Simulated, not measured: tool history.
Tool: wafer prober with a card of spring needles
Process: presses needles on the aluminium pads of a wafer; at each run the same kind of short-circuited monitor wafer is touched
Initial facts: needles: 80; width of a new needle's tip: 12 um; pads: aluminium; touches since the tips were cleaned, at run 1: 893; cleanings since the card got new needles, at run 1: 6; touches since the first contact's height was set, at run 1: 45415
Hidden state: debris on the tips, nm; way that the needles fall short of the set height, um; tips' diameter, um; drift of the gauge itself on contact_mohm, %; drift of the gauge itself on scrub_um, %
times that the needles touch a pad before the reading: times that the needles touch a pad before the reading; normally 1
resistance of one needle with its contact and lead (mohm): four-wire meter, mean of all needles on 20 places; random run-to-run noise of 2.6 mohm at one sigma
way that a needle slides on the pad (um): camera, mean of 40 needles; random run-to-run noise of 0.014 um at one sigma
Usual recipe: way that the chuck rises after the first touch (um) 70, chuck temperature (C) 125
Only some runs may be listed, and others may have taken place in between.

| run | day | way that the chuck rises after the first touch (um) | chuck temperature (C) | times that the needles touch a pad before the reading | touches since the tips were cleaned | cleanings since the card got new needles | touches since the first contact's height was set | resistance of one needle with its contact and lead (mohm) | way that a needle slides on the pad (um) |
|---|---|---|---|---|---|---|---|---|---|
| 1 | 0.000 | 70 | 125 | 1 | 893 | 6 | 45415 | 317 | 13.25 |
| 2 | 0.504 | 70 | 125 | 1 | 4129 | 6 | 48651 | 342 | 13.22 |
|  | 0.912 | tips cleaned on abrasive film |
| 3 | 1.025 | 70 | 125 | 1 | 706 | 7 | 51950 | 315 | 13.24 |
| 4 | 1.304 | 70 | 125 | 1 | 2507 | 7 | 53751 | 332 | 13.23 |
| 5 | 1.792 | 70 | 125 | 1 | 5639 | 7 | 56883 | 348 | 13.22 |
|  | 1.954 | tips cleaned on abrasive film |
| 6 | 2.267 | 70 | 125 | 2 | 1996 | 8 | 59898 | 317 | 13.21 |
| 7 | 2.758 | 70 | 125 | 2 | 5156 | 8 | 63058 | 331 | 13.21 |
|  | 2.996 | tips cleaned on abrasive film |
| 8 | 2.996 | 70 | 125 | 2 | 0 | 9 | 64555 | 306 | 13.20 |
| 9 | 3.396 | 70 | 125 | 2 | 2559 | 9 | 67114 | 320 | 13.20 |
| 10 | 3.929 | 70 | 125 | 2 | 5973 | 9 | 70528 | 332 | 13.19 |
|  | 4.033 | tips cleaned on abrasive film |
| 11 | 4.250 | 71 | 125 | 2 | 1373 | 10 | 72548 | 313 | 13.38 |
| 12 | 4.717 | 54 | 125 | 1 | 4386 | 10 | 75561 | 369 | 10.13 |
|  | 5.096 | tips cleaned on abrasive film |
| 13 | 5.275 | 54 | 125 | 1 | 1165 | 11 | 79110 | 331 | 10.15 |
| 14 | 5.604 | 54 | 125 | 1 | 3279 | 11 | 81224 | 364 | 10.12 |
| 15 | 6.092 | 70 | 125 | 2 | 6397 | 11 | 84342 | 333 | 13.17 |
|  | 6.175 | tips cleaned on abrasive film |
| 16 | 6.588 | 70 | 125 | 2 | 2630 | 12 | 87479 | 324 | 13.15 |
| 17 | 7.125 | 68 | 37 | 2 | 6096 | 12 | 90945 | 315 | 12.79 |
|  | 7.212 | tips cleaned on abrasive film |
| 18 | 7.546 | 68 | 37 | 2 | 2131 | 13 | 93615 | 298 | 12.80 |
| 19 | 8.071 | 68 | 37 | 3 | 5484 | 13 | 96968 | 290 | 12.78 |
|  | 8.262 | tips cleaned on abrasive film |
| 20 | 8.421 | 84 | 26 | 1 | 1005 | 14 | 99184 | 286 | 15.82 |
| 21 | 8.904 | 70 | 25 | 2 | 4116 | 14 | 102295 | 302 | 13.14 |
| 22 | 9.246 | 52 | 74 | 2 | 6310 | 14 | 104489 | 349 | 9.73 |
|  | 9.333 | tips cleaned on abrasive film |
| 23 | 9.654 | 52 | 74 | 2 | 2058 | 15 | 107062 | 320 | 9.70 |
| 24 | 10.042 | 69 | 42 | 1 | 4558 | 15 | 109562 | 332 | 12.94 |
|  | 10.375 | tips cleaned on abrasive film |
| 25 | 10.404 | 60 | 125 | 2 | 170 | 16 | 111849 | 310 | 11.22 |
| 26 | 10.979 | 65 | 27 | 2 | 3849 | 16 | 115528 | 306 | 12.15 |
|  | 11.433 | tips cleaned on abrasive film |
| 27 | 11.521 | 74 | 41 | 2 | 559 | 17 | 118986 | 281 | 13.85 |
| 28 | 11.754 | 74 | 41 | 2 | 2047 | 17 | 120474 | 293 | 13.82 |
| 29 | 12.150 | 78 | 90 | 1 | 4601 | 17 | 123028 | 334 | 14.59 |
|  | 12.488 | tips cleaned on abrasive film |
| 30 | 12.683 | 78 | 90 | 1 | 1258 | 18 | 126406 | 310 | 14.61 |
| 31 | 13.212 | 61 | 68 | 2 | 4651 | 18 | 129799 | 321 | 11.38 |

The logged runs with the hidden state left out (each run's random variation unchanged):
| run | resistance of one needle with its contact and lead (mohm) | way that a needle slides on the pad (um) |
|---|---|---|
| 1 | 302 | 13.33 |
| 2 | 302 | 13.30 |
| 3 | 301 | 13.33 |
| 4 | 300 | 13.32 |
| 5 | 300 | 13.31 |
| 6 | 300 | 13.31 |
| 7 | 303 | 13.31 |
| 8 | 304 | 13.32 |
| 9 | 301 | 13.31 |
| 10 | 302 | 13.31 |
| 11 | 301 | 13.52 |
| 12 | 301 | 10.27 |
| 13 | 304 | 10.29 |
| 14 | 307 | 10.26 |
| 15 | 302 | 13.31 |
| 16 | 303 | 13.31 |
| 17 | 277 | 12.94 |
| 18 | 275 | 12.96 |
| 19 | 268 | 12.95 |
| 20 | 272 | 15.99 |
| 21 | 272 | 13.32 |
| 22 | 294 | 9.90 |
| 23 | 287 | 9.89 |
| 24 | 276 | 13.12 |
| 25 | 303 | 11.43 |
| 26 | 271 | 12.35 |
| 27 | 272 | 14.07 |
| 28 | 273 | 14.04 |
| 29 | 291 | 14.81 |
| 30 | 289 | 14.84 |
| 31 | 282 | 11.61 |
